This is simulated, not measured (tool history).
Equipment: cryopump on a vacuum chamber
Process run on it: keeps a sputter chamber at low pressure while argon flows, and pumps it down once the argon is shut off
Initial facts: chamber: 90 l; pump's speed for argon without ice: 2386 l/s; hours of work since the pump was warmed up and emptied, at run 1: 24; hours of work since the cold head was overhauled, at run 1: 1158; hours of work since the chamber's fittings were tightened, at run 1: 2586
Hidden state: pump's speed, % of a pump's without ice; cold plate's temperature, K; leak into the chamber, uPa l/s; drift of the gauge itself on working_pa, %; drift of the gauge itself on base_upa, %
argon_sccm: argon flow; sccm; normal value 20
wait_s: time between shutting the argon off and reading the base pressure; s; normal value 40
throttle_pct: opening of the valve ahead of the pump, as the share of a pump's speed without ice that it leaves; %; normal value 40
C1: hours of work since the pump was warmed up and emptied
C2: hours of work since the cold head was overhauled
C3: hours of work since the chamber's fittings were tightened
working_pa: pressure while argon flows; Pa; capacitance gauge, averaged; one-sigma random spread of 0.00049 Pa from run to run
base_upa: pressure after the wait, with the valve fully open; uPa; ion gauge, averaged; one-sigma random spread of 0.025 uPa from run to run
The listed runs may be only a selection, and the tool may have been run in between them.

{"run": 1, "hour": 0.0, "argon_sccm": 20, "wait_s": 40, "throttle_pct": 40, "C1": 24, "C2": 1158, "C3": 2586, "working_pa": 0.0358, "base_upa": 1.81}
{"run": 2, "hour": 125.3, "argon_sccm": 20, "wait_s": 40, "throttle_pct": 40, "C1": 93, "C2": 1227, "C3": 2655, "working_pa": 0.037, "base_upa": 1.81}
{"run": 3, "hour": 181.5, "argon_sccm": 20, "wait_s": 95, "throttle_pct": 40, "C1": 124, "C2": 1257, "C3": 2685, "working_pa": 0.0363, "base_upa": 1.4}
{"run": 4, "hour": 281.7, "argon_sccm": 20, "wait_s": 95, "throttle_pct": 40, "C1": 179, "C2": 1312, "C3": 2740, "working_pa": 0.0366, "base_upa": 1.39}
{"run": 5, "hour": 346.0, "argon_sccm": 20, "wait_s": 40, "throttle_pct": 24, "C1": 214, "C2": 1348, "C3": 2775, "working_pa": 0.0606, "base_upa": 1.96}
{"run": 6, "hour": 437.3, "argon_sccm": 20, "wait_s": 40, "throttle_pct": 40, "C1": 264, "C2": 1398, "C3": 2825, "working_pa": 0.0371, "base_upa": 1.97}
{"run": 7, "hour": 504.3, "argon_sccm": 20, "wait_s": 40, "throttle_pct": 40, "C1": 301, "C2": 1434, "C3": 2862, "working_pa": 0.0381, "base_upa": 2.05}
{"hour": 580.4, "done": "pump warmed up, emptied and cooled again"}
{"run": 8, "hour": 635.3, "argon_sccm": 20, "wait_s": 40, "throttle_pct": 40, "C1": 30, "C2": 1503, "C3": 2931, "working_pa": 0.036, "base_upa": 1.88}
{"run": 9, "hour": 696.6, "argon_sccm": 20, "wait_s": 40, "throttle_pct": 40, "C1": 64, "C2": 1537, "C3": 2965, "working_pa": 0.0358, "base_upa": 1.9}
{"run": 10, "hour": 798.5, "argon_sccm": 20, "wait_s": 40, "throttle_pct": 40, "C1": 120, "C2": 1593, "C3": 3021, "working_pa": 0.036, "base_upa": 1.88}
{"run": 11, "hour": 921.8, "argon_sccm": 22, "wait_s": 40, "throttle_pct": 40, "C1": 187, "C2": 1660, "C3": 3088, "working_pa": 0.0399, "base_upa": 2.11}
{"run": 12, "hour": 1024.9, "argon_sccm": 22, "wait_s": 40, "throttle_pct": 40, "C1": 244, "C2": 1717, "C3": 3145, "working_pa": 0.0409, "base_upa": 2.14}
{"run": 13, "hour": 1096.6, "argon_sccm": 22, "wait_s": 40, "throttle_pct": 40, "C1": 283, "C2": 1756, "C3": 3184, "working_pa": 0.042, "base_upa": 2.08}
{"hour": 1198.9, "done": "pump warmed up, emptied and cooled again"}
{"run": 14, "hour": 1211.1, "argon_sccm": 12, "wait_s": 40, "throttle_pct": 40, "C1": 7, "C2": 1816, "C3": 3244, "working_pa": 0.0216, "base_upa": 2}
{"run": 15, "hour": 1288.5, "argon_sccm": 12, "wait_s": 40, "throttle_pct": 40, "C1": 49, "C2": 1859, "C3": 3287, "working_pa": 0.0215, "base_upa": 1.96}
{"run": 16, "hour": 1364.8, "argon_sccm": 20, "wait_s": 27, "throttle_pct": 40, "C1": 91, "C2": 1901, "C3": 3328, "working_pa": 0.036, "base_upa": 2.48}
{"run": 17, "hour": 1434.6, "argon_sccm": 20, "wait_s": 27, "throttle_pct": 40, "C1": 129, "C2": 1939, "C3": 3367, "working_pa": 0.0364, "base_upa": 2.44}
{"run": 18, "hour": 1557.2, "argon_sccm": 15, "wait_s": 147, "throttle_pct": 53, "C1": 196, "C2": 2006, "C3": 3434, "working_pa": 0.021, "base_upa": 1.45}
{"run": 19, "hour": 1651.5, "argon_sccm": 28, "wait_s": 40, "throttle_pct": 43, "C1": 248, "C2": 2058, "C3": 3486, "working_pa": 0.0489, "base_upa": 2.19}
{"run": 20, "hour": 1754.0, "argon_sccm": 19, "wait_s": 196, "throttle_pct": 48, "C1": 304, "C2": 2114, "C3": 3542, "working_pa": 0.0308, "base_upa": 1.53}
{"hour": 1819.1, "done": "pump warmed up, emptied and cooled again"}
{"run": 21, "hour": 1851.5, "argon_sccm": 20, "wait_s": 136, "throttle_pct": 40, "C1": 18, "C2": 2165, "C3": 3592, "working_pa": 0.0358, "base_upa": 1.43}
{"run": 22, "hour": 1922.8, "argon_sccm": 38, "wait_s": 136, "throttle_pct": 40, "C1": 57, "C2": 2204, "C3": 3632, "working_pa": 0.0688, "base_upa": 1.51}
{"run": 23, "hour": 1990.0, "argon_sccm": 24, "wait_s": 71, "throttle_pct": 39, "C1": 94, "C2": 2241, "C3": 3668, "working_pa": 0.0438, "base_upa": 1.77}
{"run": 24, "hour": 2085.3, "argon_sccm": 24, "wait_s": 71, "throttle_pct": 39, "C1": 146, "C2": 2293, "C3": 3721, "working_pa": 0.045, "base_upa": 1.8}
{"run": 25, "hour": 2149.9, "argon_sccm": 24, "wait_s": 71, "throttle_pct": 30, "C1": 181, "C2": 2328, "C3": 3756, "working_pa": 0.0586, "base_upa": 1.87}
{"hour": 2204.3, "done": "leaking fittings of the chamber tightened, without venting"}
{"run": 26, "hour": 2244.5, "argon_sccm": 22, "wait_s": 40, "throttle_pct": 16, "C1": 232, "C2": 2379, "C3": 22, "working_pa": 0.0988, "base_upa": 1.03}
{"run": 27, "hour": 2320.6, "argon_sccm": 24, "wait_s": 127, "throttle_pct": 28, "C1": 274, "C2": 2421, "C3": 64, "working_pa": 0.0634, "base_upa": 0.43}
{"hour": 2441.5, "done": "pump warmed up, emptied and cooled again"}
{"run": 28, "hour": 2445.3, "argon_sccm": 8, "wait_s": 170, "throttle_pct": 40, "C1": 2, "C2": 2486, "C3": 129, "working_pa": 0.0152, "base_upa": 0.41}
{"run": 29, "hour": 2507.7, "argon_sccm": 19, "wait_s": 170, "throttle_pct": 40, "C1": 36, "C2": 2520, "C3": 164, "working_pa": 0.0347, "base_upa": 0.4}
{"run": 30, "hour": 2575.2, "argon_sccm": 10, "wait_s": 95, "throttle_pct": 22, "C1": 73, "C2": 2557, "C3": 201, "working_pa": 0.0328, "base_upa": 0.6}
{"run": 31, "hour": 2667.2, "argon_sccm": 17, "wait_s": 23, "throttle_pct": 30, "C1": 124, "C2": 2608, "C3": 251, "working_pa": 0.0414, "base_upa": 1.81}
{"run": 32, "hour": 2739.1, "argon_sccm": 17, "wait_s": 23, "throttle_pct": 30, "C1": 163, "C2": 2647, "C3": 290, "working_pa": 0.0412, "base_upa": 1.71}
{"run": 33, "hour": 2797.1, "argon_sccm": 17, "wait_s": 40, "throttle_pct": 43, "C1": 195, "C2": 2679, "C3": 322, "working_pa": 0.0297, "base_upa": 1.14}
{"run": 34, "hour": 2887.5, "argon_sccm": 17, "wait_s": 82, "throttle_pct": 40, "C1": 244, "C2": 2729, "C3": 372, "working_pa": 0.0322, "base_upa": 0.72}

Had the tool no unlogged condition, and each run kept its random variation, what would the results have been?
run=1 working_pa=0.0354 base_upa=1.02
run=2 working_pa=0.0362 base_upa=0.99
run=3 working_pa=0.0354 base_upa=0.52
run=4 working_pa=0.0352 base_upa=0.5
run=5 working_pa=0.059 base_upa=1.03
run=6 working_pa=0.035 base_upa=1.01
run=7 working_pa=0.0357 base_upa=1.02
run=8 working_pa=0.0356 base_upa=1
run=9 working_pa=0.0352 base_upa=1
run=10 working_pa=0.035 base_upa=0.95
run=11 working_pa=0.0383 base_upa=1.09
run=12 working_pa=0.0389 base_upa=1.06
run=13 working_pa=0.0396 base_upa=0.99
run=14 working_pa=0.0214 base_upa=1.02
run=15 working_pa=0.0212 base_upa=0.96
run=16 working_pa=0.0352 base_upa=1.43
run=17 working_pa=0.0353 base_upa=1.38
run=18 working_pa=0.0198 base_upa=0.34
run=19 working_pa=0.0461 base_upa=1.01
run=20 working_pa=0.0285 base_upa=0.31
run=21 working_pa=0.0355 base_upa=0.36
run=22 working_pa=0.0678 base_upa=0.4
run=23 working_pa=0.0428 base_upa=0.63
run=24 working_pa=0.0436 base_upa=0.62
run=25 working_pa=0.0569 base_upa=0.66
run=26 working_pa=0.0969 base_upa=0.99
run=27 working_pa=0.0609 base_upa=0.38
run=28 working_pa=0.0151 base_upa=0.36
run=29 working_pa=0.0343 base_upa=0.33
run=30 working_pa=0.0324 base_upa=0.53
run=31 working_pa=0.0405 base_upa=1.71
run=32 working_pa=0.0401 base_upa=1.6
run=33 working_pa=0.0284 base_upa=1.01
run=34 working_pa=0.0305 base_upa=0.57
